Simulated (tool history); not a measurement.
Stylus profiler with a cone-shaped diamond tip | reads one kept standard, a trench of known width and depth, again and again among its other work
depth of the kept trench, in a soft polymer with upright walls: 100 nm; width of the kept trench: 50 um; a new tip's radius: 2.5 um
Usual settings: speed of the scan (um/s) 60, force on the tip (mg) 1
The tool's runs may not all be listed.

run,hour,speed of the scan (um/s),force on the tip (mg),depth of the trench (nm),width of the trench's floor (µm)
1,0,60,1,101.09,47.67
2,79.7,60,1,101.13,47.51
3,156.9,74,1,101.18,47.45
4,191,74,1,101.22,47.41
# hour 202.3: new tip fitted, height scale calibrated
5,262,60,1,100.8,48.33
6,295,66,1,100.78,48.33
7,329.5,66,1,100.8,48.28
8,365.1,66,1,100.8,48.25
9,415.3,60,0.5,100.52,48.2
10,477.4,60,0.5,100.5,48.08
11,554.1,60,0.5,100.56,48.1
12,625,60,0.5,100.59,48.03
13,704.3,60,0.5,100.56,47.96
14,780.9,60,1,100.93,47.98
# hour 786.4: height scale calibrated on a step standard
15,822.9,60,1,101.02,48.05
16,890.1,60,1,101.03,47.96
17,948,60,1,101.03,47.94
18,1015.5,60,1,101.04,47.8
19,1062,67,1,101.01,47.83
20,1121.7,67,1,101.08,47.84
21,1191.6,17,1.04,101.1,47.88
22,1232,237,2.13,101.63,47.36
# hour 1272.3: height scale calibrated on a step standard, once more
23,1304.9,237,2.13,101.38,47.34
24,1350.8,171,0.61,100.62,47.17
25,1398.4,235,0.62,100.62,46.88
26,1456,235,0.62,100.66,46.8
27,1492,235,0.62,100.66,46.86
28,1528,163,0.49,100.61,47.03
29,1573.4,163,0.49,100.62,47.01
30,1606.3,159,1.4,101.09,47.34
31,1684.4,172,1.24,101.05,47.23
32,1732.5,172,1.24,101.07,47.17
# hour 1747.7: new tip fitted, height scale calibrated
33,1768.7,172,1.24,100.86,48.12
34,1807.8,43,0.97,100.73,48.4
35,1880.2,201,2.18,101.36,48.04
36,1940.8,188,1.33,100.96,47.95
37,1977.5,188,1.33,100.93,47.87
38,2034.1,188,1.33,100.99,47.84
39,2075,60,1.18,100.93,48.25

Some steps in depth of the trench (nm) between neighbouring runs. How much of each would the tool show without its hidden state too (settings, what came in, random variation), and how much is left for the hidden state, with any gauge scatter that isn't in both results?
The hidden state here: radius of the tip, um; height scale over the true one, %; drift of the gauge itself on depth_nm, %; drift of the gauge itself on floor_um, %.
Run 4 -> 5: speed of the scan (um/s) 74 -> 60, new tip fitted, height scale calibrated. depth of the trench (nm) -0.42: hidden state -0.38, all else -0.04.
Run 21 -> 22: speed of the scan (um/s) 17 -> 237, force on the tip (mg) 1.04 -> 2.13. depth of the trench (nm) +0.53: hidden state +0.02, all else +0.51.
Run 22 -> 23: height scale calibrated on a step standard, once more. depth of the trench (nm) -0.25: hidden state -0.28, all else +0.03.
Run 23 -> 24: speed of the scan (um/s) 237 -> 171, force on the tip (mg) 2.13 -> 0.61. depth of the trench (nm) -0.76: hidden state +0.01, all else -0.77.
Run 32 -> 33: new tip fitted, height scale calibrated. depth of the trench (nm) -0.21: hidden state -0.19, all else -0.02.
Run 34 -> 35: speed of the scan (um/s) 43 -> 201, force on the tip (mg) 0.97 -> 2.18. depth of the trench (nm) +0.63: hidden state +0.02, all else +0.61.

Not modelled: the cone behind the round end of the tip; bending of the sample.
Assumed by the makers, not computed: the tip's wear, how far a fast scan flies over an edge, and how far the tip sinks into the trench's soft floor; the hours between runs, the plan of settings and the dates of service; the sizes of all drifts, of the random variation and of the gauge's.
